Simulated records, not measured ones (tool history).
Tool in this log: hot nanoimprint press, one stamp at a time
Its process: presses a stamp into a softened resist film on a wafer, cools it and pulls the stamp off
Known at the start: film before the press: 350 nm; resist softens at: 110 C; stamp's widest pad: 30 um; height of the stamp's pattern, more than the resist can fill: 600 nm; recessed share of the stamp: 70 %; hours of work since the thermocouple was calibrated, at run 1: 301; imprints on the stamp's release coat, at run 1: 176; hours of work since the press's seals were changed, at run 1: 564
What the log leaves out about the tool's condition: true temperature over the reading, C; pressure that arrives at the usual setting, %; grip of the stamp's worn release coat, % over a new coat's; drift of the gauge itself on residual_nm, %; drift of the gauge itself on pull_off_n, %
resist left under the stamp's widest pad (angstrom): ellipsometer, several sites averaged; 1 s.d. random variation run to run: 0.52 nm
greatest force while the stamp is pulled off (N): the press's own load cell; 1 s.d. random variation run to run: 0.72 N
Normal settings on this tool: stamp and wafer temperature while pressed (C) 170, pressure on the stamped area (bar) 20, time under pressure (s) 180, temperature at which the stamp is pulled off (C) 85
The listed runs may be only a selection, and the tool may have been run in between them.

run	hour	stamp and wafer temperature while pressed (C)	pressure on the stamped area (bar)	time under pressure (s)	temperature at which the stamp is pulled off (C)	hours of work since the thermocouple was calibrated	imprints on the stamp's release coat	hours of work since the press's seals were changed	resist left under the stamp's widest pad (angstrom)	greatest force while the stamp is pulled off (N)
1	0	170	20	180	85	301	176	564	1330	216.7
2	57	170	20	180	85	341	360	605	1327	216.2
3	118.4	170	20	180	85	385	558	648	1333	216.8
# hour 139.4: stamp cleaned and given a new release coat
4	156.5	170	16.5	180	85	407	55	670	1475	215.3
5	182.9	170	15.9	180	85	426	140	689	1504	215.3
6	241.1	170	15.9	180	85	467	328	730	1500	214.9
# hour 260: press's hydraulic seals changed and the load cell set to zero
7	310.2	170	20	180	85	510	525	35	1332	214.5
# hour 343: stamp cleaned and given a new release coat
8	345.3	170	20	180	85	530	8	56	1334	216.1
9	391.3	170	20	180	85	563	156	88	1331	214
# hour 399.7: plate thermocouple calibrated
10	428.6	170	14	180	85	20	267	112	1610	214.7
11	492	170	20	180	85	65	472	157	1332	215
# hour 540: stamp cleaned and given a new release coat
12	540	170	29.8	180	85	94	0	186	1056	214.5
13	581	170	29.8	180	85	123	133	215	1056	215.9
14	615	170	20	128	85	147	243	239	1501	213.3
15	676.1	170	20	128	85	190	440	282	1509	213.9
16	715.1	170	20	128	85	218	566	310	1505	214.2
# hour 733.3: stamp cleaned and given a new release coat
17	752.1	166	20	180	85	239	61	331	1588	213.4
18	792.3	164	21.1	147	83	268	191	360	1797	221.7
19	856.4	181	24.3	113	76	313	398	405	905	251.9
20	912.9	160	17	220	85	352	580	444	2079	211.5
# hour 928.1: stamp cleaned and given a new release coat
21	945.7	160	17	220	85	371	57	463	2078	212.8
22	973.4	160	17	220	85	391	146	483	2069	212.8
23	1005.9	160	17	220	85	414	251	506	2080	212.7
24	1063.2	160	12.4	220	86	454	436	546	2356	207
# hour 1121.6: stamp cleaned and given a new release coat
25	1132.9	160	14.6	220	86	499	37	591	2196	206.6
# hour 1181.7: gauge calibrated
26	1183.7	160	14.6	220	86	534	201	626	2204	211.8
27	1224.8	160	14.6	139	77	563	334	655	2481	251.7
# hour 1233.8: plate thermocouple calibrated
28	1292.1	160	14.6	139	77	41	541	701	2489	251.3
# hour 1319.4: stamp cleaned and given a new release coat
# hour 1358.8: press's hydraulic seals changed and the load cell set to zero
29	1367.1	160	14.6	276	72	84	128	6	2073	274.3

Branching from run 29: 3 alternative next runs. What would each branch give?
A	1422	176	12.3	133	85	122	305	44	?	?
B	1422	167	14.6	276	83	122	305	44	?	?
C	1422	170	20	180	86	122	305	44	?	?

run	resist left under the stamp's widest pad (angstrom)	greatest force while the stamp is pulled off (N)
A	1512	216.8
B	1539	226.3
C	1340	211.5
What these runs would have given with no unlogged condition in the tool:
run	resist left under the stamp's widest pad (angstrom)	greatest force while the stamp is pulled off (N)
A	1512	217.8
B	1539	227.4
C	1341	212.5
